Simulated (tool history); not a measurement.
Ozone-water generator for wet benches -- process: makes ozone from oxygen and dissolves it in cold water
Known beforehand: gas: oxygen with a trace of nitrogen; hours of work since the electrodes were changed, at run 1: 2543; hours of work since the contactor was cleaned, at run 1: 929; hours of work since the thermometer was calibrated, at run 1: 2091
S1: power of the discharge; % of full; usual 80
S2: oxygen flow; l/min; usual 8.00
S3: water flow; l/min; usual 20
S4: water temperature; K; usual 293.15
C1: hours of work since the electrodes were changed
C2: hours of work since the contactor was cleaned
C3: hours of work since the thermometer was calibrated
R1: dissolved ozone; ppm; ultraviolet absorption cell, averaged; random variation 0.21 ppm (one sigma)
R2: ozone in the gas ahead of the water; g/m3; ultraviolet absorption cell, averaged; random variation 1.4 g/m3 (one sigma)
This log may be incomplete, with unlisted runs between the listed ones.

Run 1, hour 0.0: usual settings; C1 2543; C2 929; C3 2091. Result: R1 23.9 ppm, R2 219.9 g/m3.
Run 2, hour 97.3: usual settings; C1 2622; C2 1008; C3 2169. Result: R1 23.6 ppm, R2 218.5 g/m3.
Run 3, hour 161.8: usual settings but S3 15 l/min; C1 2674; C2 1060; C3 2221. Result: R1 28.7 ppm, R2 214.8 g/m3.
Run 4, hour 217.9: usual settings but S3 15 l/min; C1 2719; C2 1105; C3 2267. Result: R1 28.7 ppm, R2 215.9 g/m3.
Run 5, hour 273.6: usual settings but S3 15 l/min; C1 2764; C2 1150; C3 2311. Result: R1 28.9 ppm, R2 212.9 g/m3.
At hour 278.5: water thermometer calibrated.
Run 6, hour 344.9: usual settings but S3 15 l/min; C1 2821; C2 1207; C3 54. Result: R1 27.8 ppm, R2 214.0 g/m3.
Run 7, hour 422.2: usual settings but S1 43 % of full, S2 12.94 l/min, S3 29 l/min, S4 289.15 K; C1 2883; C2 1269; C3 116. Result: R1 12.6 ppm, R2 115.7 g/m3.
Run 8, hour 485.7: usual settings but S1 43 % of full, S2 12.94 l/min, S3 29 l/min, S4 289.15 K; C1 2934; C2 1320; C3 167. Result: R1 12.6 ppm, R2 116.4 g/m3.
Run 9, hour 566.2: usual settings but S1 43 % of full, S2 12.94 l/min, S3 29 l/min, S4 289.15 K; C1 2999; C2 1385; C3 232. Result: R1 12.2 ppm, R2 116.6 g/m3.
At hour 592.3: water thermometer calibrated, once more.
Run 10, hour 633.5: usual settings but S1 81 % of full, S2 12.94 l/min, S3 19 l/min; C1 3053; C2 1439; C3 33. Result: R1 22.7 ppm, R2 168.5 g/m3.
Run 11, hour 696.8: usual settings but S3 19 l/min; C1 3104; C2 1490; C3 84. Result: R1 23.6 ppm, R2 208.3 g/m3.
Run 12, hour 774.2: usual settings but S1 79 % of full, S3 13 l/min, S4 296.15 K; C1 3166; C2 1552; C3 147. Result: R1 27.6 ppm, R2 206.8 g/m3.

Below are 3 alternative next runs, each starting from the tool's condition after run 12. Predict each:
Run A, hour 850.3: usual settings but S1 65 % of full; C1 3228; C2 1613; C3 208. Result: R1 ?, R2 ?.
Run B, hour 850.3: usual settings but S1 64 % of full; C1 3228; C2 1613; C3 208. Result: R1 ?, R2 ?.
Run C, hour 850.3: usual settings but S1 55 % of full, S2 5.97 l/min, S3 13 l/min, S4 296.15 K; C1 3228; C2 1613; C3 208. Result: R1 ?, R2 ?.

run    R1     R2
  A  19.8  182.1
  B  19.7  178.2
  C  23.5  190.0
With the hidden condition removed and each run's random variation left untouched, the same runs would have given:
run    R1     R2
  A  26.2  227.5
  B  25.9  222.1
  C  29.9  231.3

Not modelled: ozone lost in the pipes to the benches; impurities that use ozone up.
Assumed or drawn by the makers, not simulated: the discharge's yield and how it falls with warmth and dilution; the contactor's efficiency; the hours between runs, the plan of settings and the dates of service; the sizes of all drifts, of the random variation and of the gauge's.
